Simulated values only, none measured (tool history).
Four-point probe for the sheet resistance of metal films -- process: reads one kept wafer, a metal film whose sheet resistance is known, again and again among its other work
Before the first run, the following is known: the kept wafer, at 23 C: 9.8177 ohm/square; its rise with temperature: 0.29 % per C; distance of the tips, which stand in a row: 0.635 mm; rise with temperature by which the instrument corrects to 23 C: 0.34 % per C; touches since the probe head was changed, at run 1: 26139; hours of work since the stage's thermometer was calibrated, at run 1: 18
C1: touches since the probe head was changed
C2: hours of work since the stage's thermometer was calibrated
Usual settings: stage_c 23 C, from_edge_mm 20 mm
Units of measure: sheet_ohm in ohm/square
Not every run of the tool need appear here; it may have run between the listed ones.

{"run": 1, "hour": 0.0, "stage_c": 23, "from_edge_mm": 20, "C1": 26139, "C2": 18, "sheet_ohm": 9.786354}
{"run": 2, "hour": 32.1, "stage_c": 23, "from_edge_mm": 20, "C1": 26482, "C2": 31, "sheet_ohm": 9.785622}
{"run": 3, "hour": 95.4, "stage_c": 25, "from_edge_mm": 20, "C1": 27160, "C2": 58, "sheet_ohm": 9.774445}
{"run": 4, "hour": 129.3, "stage_c": 25, "from_edge_mm": 20, "C1": 27523, "C2": 72, "sheet_ohm": 9.772467}
{"run": 5, "hour": 183.3, "stage_c": 19, "from_edge_mm": 20, "C1": 28101, "C2": 94, "sheet_ohm": 9.806625}
{"run": 6, "hour": 216.0, "stage_c": 19, "from_edge_mm": 20, "C1": 28450, "C2": 108, "sheet_ohm": 9.802711}
{"run": 7, "hour": 268.5, "stage_c": 19, "from_edge_mm": 20, "C1": 29012, "C2": 129, "sheet_ohm": 9.806975}
{"run": 8, "hour": 319.5, "stage_c": 19, "from_edge_mm": 20, "C1": 29558, "C2": 150, "sheet_ohm": 9.805369}
{"run": 9, "hour": 351.0, "stage_c": 19, "from_edge_mm": 20, "C1": 29896, "C2": 164, "sheet_ohm": 9.806466}
{"run": 10, "hour": 385.6, "stage_c": 19, "from_edge_mm": 20, "C1": 30266, "C2": 178, "sheet_ohm": 9.806803}
{"run": 11, "hour": 432.0, "stage_c": 20, "from_edge_mm": 20, "C1": 30763, "C2": 197, "sheet_ohm": 9.803425}
{"run": 12, "hour": 491.9, "stage_c": 20, "from_edge_mm": 20, "C1": 31403, "C2": 222, "sheet_ohm": 9.800113}
{"run": 13, "hour": 551.7, "stage_c": 20, "from_edge_mm": 20, "C1": 32043, "C2": 247, "sheet_ohm": 9.800478}
{"run": 14, "hour": 608.2, "stage_c": 25, "from_edge_mm": 39, "C1": 32648, "C2": 270, "sheet_ohm": 9.768954}
{"run": 15, "hour": 653.1, "stage_c": 23, "from_edge_mm": 43, "C1": 33129, "C2": 289, "sheet_ohm": 9.783709}
{"run": 16, "hour": 696.5, "stage_c": 19, "from_edge_mm": 43, "C1": 33593, "C2": 307, "sheet_ohm": 9.802091}
{"run": 17, "hour": 738.5, "stage_c": 28, "from_edge_mm": 43, "C1": 34042, "C2": 324, "sheet_ohm": 9.761315}
{"run": 18, "hour": 795.7, "stage_c": 28, "from_edge_mm": 43, "C1": 34654, "C2": 348, "sheet_ohm": 9.755725}
{"run": 19, "hour": 827.8, "stage_c": 28, "from_edge_mm": 43, "C1": 34998, "C2": 361, "sheet_ohm": 9.759151}
{"run": 20, "hour": 882.8, "stage_c": 32, "from_edge_mm": 35, "C1": 35587, "C2": 384, "sheet_ohm": 9.740055}
{"run": 21, "hour": 928.1, "stage_c": 26, "from_edge_mm": 7, "C1": 36072, "C2": 403, "sheet_ohm": 9.805464}
{"run": 22, "hour": 970.3, "stage_c": 26, "from_edge_mm": 6, "C1": 36524, "C2": 420, "sheet_ohm": 9.826206}
{"run": 23, "hour": 1014.5, "stage_c": 19, "from_edge_mm": 5, "C1": 36996, "C2": 439, "sheet_ohm": 9.883118}

Branching from run 23: 3 alternative next runs. What would each branch give?
{"run": "A", "hour": 1046.1, "stage_c": 27, "from_edge_mm": 20, "C1": 37334, "C2": 452, "sheet_ohm": "?"}
{"run": "B", "hour": 1046.1, "stage_c": 20, "from_edge_mm": 71, "C1": 37334, "C2": 452, "sheet_ohm": "?"}
{"run": "C", "hour": 1046.1, "stage_c": 20, "from_edge_mm": 11, "C1": 37334, "C2": 452, "sheet_ohm": "?"}

run=A sheet_ohm=9.766035
run=B sheet_ohm=9.796298
run=C sheet_ohm=9.812359
Without the tool's hidden state the same runs would have given:
run=A sheet_ohm=9.80534
run=B sheet_ohm=9.835677
run=C sheet_ohm=9.851797
